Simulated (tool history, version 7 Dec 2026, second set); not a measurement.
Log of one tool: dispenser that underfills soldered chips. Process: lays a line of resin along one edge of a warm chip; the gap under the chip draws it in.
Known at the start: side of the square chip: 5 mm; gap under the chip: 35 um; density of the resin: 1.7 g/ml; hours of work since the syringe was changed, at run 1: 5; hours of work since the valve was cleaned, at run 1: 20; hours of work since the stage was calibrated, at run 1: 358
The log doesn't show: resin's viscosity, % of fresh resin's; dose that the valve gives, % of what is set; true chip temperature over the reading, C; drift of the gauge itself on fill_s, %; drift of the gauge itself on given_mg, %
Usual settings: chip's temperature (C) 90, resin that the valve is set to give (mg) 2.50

run	hour	chip's temperature (C)	resin that the valve is set to give (mg)	hours of work since the syringe was changed	hours of work since the valve was cleaned	hours of work since the stage was calibrated	time until the resin shows at the far edge (s)	resin that the valve gave (mg)
1	0.0	90	2.50	5	20	358	20.8	2.473
# hour 1.5: new syringe of resin
# hour 9.5: new syringe of resin
2	11.6	90	2.50	2	29	367	15.6	2.482
# hour 17.2: new syringe of resin
3	19.5	90	2.50	2	35	373	16.0	2.465
# hour 24.9: new syringe of resin
4	29.8	90	2.50	4	43	380	18.8	2.466
# hour 32.6: new syringe of resin
5	35.7	102	2.50	2	47	385	12.6	2.444
# hour 37.5: dispensing valve cleaned and set on the balance
# hour 42.1: new syringe of resin
6	43.1	90	2.50	1	4	390	14.9	2.490
# hour 49.9: new syringe of resin
7	50.2	90	2.50	0	9	395	13.9	2.500
# hour 57.6: new syringe of resin
8	62.6	103	2.50	4	19	404	13.1	2.476
# hour 65.7: new syringe of resin
# hour 73.5: new syringe of resin
9	76.0	90	2.50	2	29	414	16.2	2.476
# hour 81.4: new syringe of resin
10	82.9	90	2.50	1	34	420	15.4	2.465
# hour 89.4: new syringe of resin
11	95.7	93	2.99	5	44	429	18.4	2.942
# hour 97.2: new syringe of resin
# hour 101.1: dispensing valve cleaned and set on the balance
# hour 106.4: new syringe of resin
12	108.1	93	2.99	1	5	438	13.9	2.993
# hour 114.3: new syringe of resin
13	114.5	79	2.38	0	10	443	19.0	2.363
# hour 122.0: new syringe of resin
14	123.1	85	2.38	1	17	449	16.8	2.359
# hour 129.5: new syringe of resin
15	130.2	90	3.04	1	22	454	15.0	3.025
16	135.6	97	2.33	5	26	459	17.2	2.312
# hour 137.4: new syringe of resin
17	141.4	97	2.33	3	30	463	14.8	2.310
# hour 144.8: new syringe of resin
18	151.5	96	2.90	5	38	471	16.9	2.867
# hour 152.4: new syringe of resin
# hour 160.3: new syringe of resin
19	160.3	101	2.12	0	44	477	10.0	2.073
# hour 164.9: dispensing valve cleaned and set on the balance
# hour 169.1: new syringe of resin
20	172.7	83	2.65	3	6	486	20.8	2.644

Forecast each of these 3 alternatives for the next run:
# hour 177.3: new syringe of resin
A	183.2	103	2.83	5	14	494	?	?
# hour 177.3: new syringe of resin
B	183.2	95	2.50	5	14	494	?	?
# hour 177.3: new syringe of resin
C	183.2	91	2.19	5	14	494	?	?

run	time until the resin shows at the far edge (s)	resin that the valve gave (mg)
A	13.0	2.811
B	16.0	2.481
C	19.7	2.175
Without the tool's hidden state the same runs would have given:
run	time until the resin shows at the far edge (s)	resin that the valve gave (mg)
A	9.4	2.826
B	11.4	2.494
C	14.4	2.187
